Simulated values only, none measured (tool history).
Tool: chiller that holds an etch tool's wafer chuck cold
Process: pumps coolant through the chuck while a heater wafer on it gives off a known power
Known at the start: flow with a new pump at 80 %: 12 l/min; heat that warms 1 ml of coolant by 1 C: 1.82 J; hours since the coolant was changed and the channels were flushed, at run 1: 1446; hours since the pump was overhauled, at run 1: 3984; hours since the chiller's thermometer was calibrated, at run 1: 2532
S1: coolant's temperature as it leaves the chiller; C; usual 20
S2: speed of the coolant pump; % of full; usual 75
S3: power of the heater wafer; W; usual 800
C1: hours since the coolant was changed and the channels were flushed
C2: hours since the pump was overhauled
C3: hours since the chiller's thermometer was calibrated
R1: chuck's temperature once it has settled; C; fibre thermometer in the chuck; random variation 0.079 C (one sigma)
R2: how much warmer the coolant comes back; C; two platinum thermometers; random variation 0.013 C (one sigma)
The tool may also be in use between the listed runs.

| run | hour | S1 | S2 | S3 | C1 | C2 | C3 | R1 | R2 |
|---|---|---|---|---|---|---|---|---|---|
| 1 | 0.0 | 20 | 75 | 800 | 1446 | 3984 | 2532 | 25.61 | 2.37 |
| 2 | 77.4 | 20 | 75 | 800 | 1523 | 4062 | 2609 | 25.60 | 2.37 |
| 3 | 125.0 | 20 | 75 | 800 | 1571 | 4109 | 2657 | 25.51 | 2.35 |
| 4 | 180.5 | 20 | 88 | 800 | 1626 | 4165 | 2712 | 24.96 | 1.99 |
|  | 254.3 | chiller's thermometer calibrated |
| 5 | 298.5 | 20 | 75 | 800 | 1743 | 4282 | 44 | 25.41 | 2.37 |
| 6 | 352.2 | 20 | 75 | 800 | 1797 | 4336 | 98 | 25.54 | 2.37 |
| 7 | 423.5 | 20 | 75 | 800 | 1868 | 4407 | 169 | 25.55 | 2.37 |
| 8 | 475.2 | 20 | 75 | 491 | 1920 | 4458 | 221 | 23.13 | 1.46 |
| 9 | 530.4 | 20 | 98 | 800 | 1975 | 4514 | 276 | 24.66 | 1.76 |
| 10 | 613.9 | 20 | 98 | 800 | 2059 | 4597 | 360 | 24.60 | 1.75 |
| 11 | 710.6 | 20 | 98 | 800 | 2155 | 4694 | 456 | 24.44 | 1.74 |
| 12 | 823.7 | 20 | 98 | 800 | 2268 | 4807 | 569 | 24.63 | 1.78 |
| 13 | 896.2 | 20 | 98 | 800 | 2341 | 4879 | 642 | 24.41 | 1.75 |
| 14 | 955.7 | 20 | 75 | 800 | 2400 | 4939 | 701 | 25.32 | 2.38 |
| 15 | 1068.2 | 20 | 75 | 800 | 2513 | 5051 | 814 | 25.33 | 2.37 |
| 16 | 1149.8 | 20 | 75 | 800 | 2595 | 5133 | 896 | 25.27 | 2.36 |
| 17 | 1238.1 | 10 | 92 | 914 | 2683 | 5221 | 984 | 15.36 | 2.14 |
| 18 | 1338.9 | 10 | 92 | 914 | 2784 | 5322 | 1085 | 15.15 | 2.17 |
| 19 | 1385.9 | 14 | 73 | 444 | 2831 | 5369 | 1132 | 16.99 | 1.36 |
| 20 | 1477.0 | 14 | 73 | 444 | 2922 | 5460 | 1223 | 16.99 | 1.36 |
| 21 | 1586.6 | 14 | 70 | 490 | 3031 | 5570 | 1332 | 17.35 | 1.56 |
| 22 | 1679.9 | 14 | 63 | 1158 | 3125 | 5663 | 1426 | 22.60 | 4.13 |
| 23 | 1742.2 | 17 | 75 | 1010 | 3187 | 5725 | 1488 | 23.68 | 2.97 |
| 24 | 1820.9 | 10 | 64 | 760 | 3266 | 5804 | 1567 | 15.60 | 2.67 |
| 25 | 1891.1 | 10 | 63 | 921 | 3336 | 5874 | 1637 | 16.87 | 3.28 |
| 26 | 1965.1 | 13 | 63 | 1051 | 3410 | 5948 | 1711 | 20.93 | 3.75 |
| 27 | 2040.6 | 11 | 82 | 573 | 3485 | 6024 | 1786 | 14.40 | 1.53 |
| 28 | 2148.0 | 17 | 73 | 525 | 3593 | 6131 | 1894 | 20.32 | 1.60 |
| 29 | 2256.7 | 17 | 73 | 525 | 3701 | 6240 | 2002 | 20.36 | 1.59 |
| 30 | 2370.0 | 15 | 89 | 960 | 3815 | 6353 | 2116 | 20.66 | 2.39 |
| 31 | 2453.8 | 20 | 75 | 746 | 3899 | 6437 | 2200 | 24.67 | 2.21 |

The same runs without the tool's hidden state, with the same run-to-run variation:
The hidden state here: heat passed by the chuck's channels, % of clean ones'; flow at a given pump speed, % of a new pump's; coolant's true temperature over the reading, C; drift of the gauge itself on chuck_c, C; drift of the gauge itself on warmer_back_c, C.
| run | R1 |
|---|---|
| 1 | 25.59 |
| 2 | 25.60 |
| 3 | 25.51 |
| 4 | 24.97 |
| 5 | 25.45 |
| 6 | 25.59 |
| 7 | 25.61 |
| 8 | 23.20 |
| 9 | 24.73 |
| 10 | 24.68 |
| 11 | 24.54 |
| 12 | 24.75 |
| 13 | 24.54 |
| 14 | 25.46 |
| 15 | 25.48 |
| 16 | 25.43 |
| 17 | 15.53 |
| 18 | 15.34 |
| 19 | 17.19 |
| 20 | 17.20 |
| 21 | 17.58 |
| 22 | 22.82 |
| 23 | 23.92 |
| 24 | 15.86 |
| 25 | 17.13 |
| 26 | 21.21 |
| 27 | 14.69 |
| 28 | 20.63 |
| 29 | 20.69 |
| 30 | 20.99 |
| 31 | 25.03 |
R2: within 0.01 C of the measured result in every run.
